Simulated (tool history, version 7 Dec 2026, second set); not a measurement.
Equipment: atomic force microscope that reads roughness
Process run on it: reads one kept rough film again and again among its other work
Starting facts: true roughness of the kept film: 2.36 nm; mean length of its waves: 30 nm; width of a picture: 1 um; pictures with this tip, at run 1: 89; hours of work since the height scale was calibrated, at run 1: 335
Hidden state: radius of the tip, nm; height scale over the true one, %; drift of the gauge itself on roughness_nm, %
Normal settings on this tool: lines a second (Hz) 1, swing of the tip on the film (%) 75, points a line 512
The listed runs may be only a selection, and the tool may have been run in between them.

| run | hour | lines a second (Hz) | swing of the tip on the film (%) | points a line | pictures with this tip | hours of work since the height scale was calibrated | roughness of the kept film (nm (root mean square)) |
|---|---|---|---|---|---|---|---|
| 1 | 0 | 1 | 75 | 512 | 89 | 335 | 1.688 |
|  | 7.9 | new tip fitted |
| 2 | 9.7 | 1 | 73 | 512 | 4 | 342 | 2.075 |
| 3 | 24.1 | 1 | 75 | 512 | 35 | 352 | 1.939 |
| 4 | 41.7 | 2.79 | 75 | 512 | 74 | 365 | 1.656 |
| 5 | 49.6 | 2.79 | 75 | 512 | 91 | 371 | 1.589 |
|  | 56.7 | new tip fitted |
| 6 | 65 | 2.79 | 75 | 512 | 19 | 381 | 1.819 |
| 7 | 76.1 | 2.79 | 75 | 512 | 43 | 389 | 1.743 |
| 8 | 87.6 | 2.79 | 75 | 512 | 68 | 398 | 1.643 |
| 9 | 102.5 | 2.09 | 75 | 512 | 101 | 409 | 1.601 |
|  | 104.7 | new tip fitted |
| 10 | 117.3 | 2.09 | 75 | 512 | 28 | 419 | 1.86 |
| 11 | 131.5 | 2.09 | 75 | 512 | 59 | 429 | 1.735 |
| 12 | 144.5 | 2.09 | 75 | 512 | 88 | 439 | 1.65 |
|  | 152.7 | new tip fitted |
| 13 | 161.8 | 2.09 | 75 | 512 | 20 | 451 | 1.898 |
| 14 | 177.4 | 0.97 | 75 | 512 | 54 | 462 | 1.853 |
| 15 | 191.7 | 0.97 | 75 | 512 | 86 | 472 | 1.759 |
|  | 200.8 | new tip fitted |
| 16 | 205.2 | 0.97 | 75 | 512 | 10 | 482 | 2.038 |
| 17 | 220.5 | 0.73 | 61 | 634 | 44 | 493 | 1.971 |
| 18 | 238.6 | 1.06 | 70 | 591 | 83 | 506 | 1.776 |
|  | 249.3 | new tip fitted |
| 19 | 256.6 | 1.4 | 75 | 709 | 16 | 519 | 1.976 |
| 20 | 267.6 | 1.4 | 75 | 709 | 40 | 527 | 1.88 |
| 21 | 276.6 | 0.92 | 55 | 423 | 59 | 533 | 1.91 |
|  | 278.5 | height scale calibrated on a step standard |
| 22 | 291.6 | 2.13 | 74 | 512 | 90 | 9 | 1.664 |
|  | 299.1 | new tip fitted |
| 23 | 299.9 | 1 | 55 | 483 | 2 | 15 | 2.17 |
| 24 | 317.6 | 2.69 | 75 | 820 | 41 | 28 | 1.783 |
| 25 | 326.5 | 0.75 | 59 | 820 | 60 | 34 | 1.921 |
| 26 | 336.9 | 0.75 | 59 | 820 | 83 | 42 | 1.83 |
|  | 346.9 | new tip fitted |
| 27 | 351.5 | 1.61 | 81 | 615 | 10 | 52 | 1.958 |
| 28 | 369.3 | 1 | 68 | 512 | 49 | 65 | 1.911 |

What will run 29 give?
| 29 | 378.6 | 1.71 | 70 | 384 | 69 | 72 | ? |

Run 29 gave roughness of the kept film (nm (root mean square)) 1.788.
If the tool had no hidden condition, the same run with the same run-to-run variation would have returned roughness of the kept film (nm (root mean square)) 2.065.
